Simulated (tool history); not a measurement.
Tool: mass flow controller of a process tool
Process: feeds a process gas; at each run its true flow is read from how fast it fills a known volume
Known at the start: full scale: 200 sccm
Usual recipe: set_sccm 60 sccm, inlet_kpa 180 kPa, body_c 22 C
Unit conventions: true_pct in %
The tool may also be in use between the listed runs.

run,hour,set_sccm,inlet_kpa,body_c,true_pct
1,0.0,60,180,22,98.60
2,322.9,60,180,22,98.76
3,568.2,60,180,22,98.69
4,839.5,60,180,35,99.20
5,1102.0,60,180,35,99.20
6,1512.4,60,225,36,99.33
7,1893.2,60,225,36,99.42
8,2236.3,107,180,22,98.90
9,2646.0,107,180,22,99.02
10,2916.1,41,257,22,98.83

Below are 5 alternative next runs, each starting from the tool's condition after run 10. Predict each:
A,3312.7,41,249,31,?
B,3312.7,27,148,21,?
C,3312.7,87,257,37,?
D,3312.7,59,257,22,?
E,3312.7,190,244,31,?

run,true_pct
A,99.16
B,98.03
C,99.96
D,98.85
E,100.39
Without the tool's unlogged condition, the same runs would have read:
run,true_pct
A,99.15
B,98.01
C,99.95
D,98.83
E,100.39

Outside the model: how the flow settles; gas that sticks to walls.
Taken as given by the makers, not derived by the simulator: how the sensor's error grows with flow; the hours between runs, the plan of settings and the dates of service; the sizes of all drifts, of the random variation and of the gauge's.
